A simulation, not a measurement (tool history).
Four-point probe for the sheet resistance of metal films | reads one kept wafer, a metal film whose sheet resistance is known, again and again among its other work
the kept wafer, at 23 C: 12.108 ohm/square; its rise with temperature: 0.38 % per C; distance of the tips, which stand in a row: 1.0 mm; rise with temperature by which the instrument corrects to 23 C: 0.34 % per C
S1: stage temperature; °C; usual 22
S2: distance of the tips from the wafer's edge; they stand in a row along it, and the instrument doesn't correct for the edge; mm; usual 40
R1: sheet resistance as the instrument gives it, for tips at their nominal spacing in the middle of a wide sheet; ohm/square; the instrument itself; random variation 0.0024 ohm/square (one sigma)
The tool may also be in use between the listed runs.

run    hour  S1  S2         R1
  1       0  22  40   12.10629
  2    55.6  22  47  12.106096
  3   113.8  28  47  12.138338
  4   197.1  19  40  12.093613
  5   254.2  19  40  12.095725
  6   302.7  19  40   12.09489
  7   393.4  19  40   12.09168
  8   465.2  19  40  12.090735
  9   512.9  22  44  12.105327
 10   608.8  22  44  12.110108
 11   650.3  22  12  12.149544
 12   727.7  22  12  12.146514
 13   790.2  22  12  12.148688
 14   842.1  22  12  12.149716
 15   911.4  22  40  12.110654
 16   970.2  19  40   12.09209
 17  1012.9  27  40  12.129419
 18  1053.1  30  40  12.145096
 19    1115  30  40  12.149613
 20  1179.9  30  40  12.146898
 21  1266.6  22  13  12.144263
 22  1348.2  22  41  12.107684
 23  1408.5  29  32  12.143619
 24    1449  29  32  12.143999
 25  1513.1  24  30  12.121046
 26  1561.8  24  30  12.124599
 27  1640.1  29  20  12.155129
 28  1688.8  29  20  12.153461
 29  1754.1  20  14  12.124481
 30    1800  23   9  12.187162
 31  1850.4  23   9  12.187624
 32    1927  18   8  12.185717
 33  2001.5  22  45  12.106049
 34  2099.5  25   8  12.217771
 35  2181.8  29  38  12.139448
 36  2245.2  29  38  12.141399
 37    2305  30  46  12.146343

Forecast each of these 4 alternatives for the next run:
  A  2364.7  27   9   ?
  B  2364.7  30  61   ?
  C  2364.7  18  11   ?
  D  2364.7  28  58   ?

run         R1
  A  12.208347
  B  12.149146
  C  12.136809
  D   12.13709
Without the tool's hidden state the same runs would have given:
run         R1
  A  12.207313
  B  12.148113
  C  12.135791
  D   12.13606
